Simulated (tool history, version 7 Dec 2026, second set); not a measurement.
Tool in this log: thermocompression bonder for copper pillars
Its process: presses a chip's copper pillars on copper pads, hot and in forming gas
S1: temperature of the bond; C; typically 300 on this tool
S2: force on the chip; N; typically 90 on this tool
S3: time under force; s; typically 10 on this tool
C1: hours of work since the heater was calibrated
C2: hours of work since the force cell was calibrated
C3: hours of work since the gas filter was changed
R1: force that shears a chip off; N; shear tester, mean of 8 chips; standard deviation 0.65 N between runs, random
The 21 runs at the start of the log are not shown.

run,hour,S1,S2,S3,C1,C2,C3,R1
22,163.4,314,59,9,460,164,191,52.6
23,169.2,285,69,8,464,167,194,44.6
24,174.3,305,118,8,467,171,197,67.9
25,181.8,305,118,8,472,175,202,68.0
26,192.0,315,101,5,478,181,208,60.0
27,198.7,315,101,5,482,186,212,59.7
28,205.7,330,90,10,487,190,217,71.4
29,213.5,327,92,5,491,195,222,62.6

Forecast run 30:
30,221.5,316,114,23,496,200,227,?

Run 30 gave R1 83.8 N.
With no hidden state in the tool, this same run would have given R1 85.6 N.

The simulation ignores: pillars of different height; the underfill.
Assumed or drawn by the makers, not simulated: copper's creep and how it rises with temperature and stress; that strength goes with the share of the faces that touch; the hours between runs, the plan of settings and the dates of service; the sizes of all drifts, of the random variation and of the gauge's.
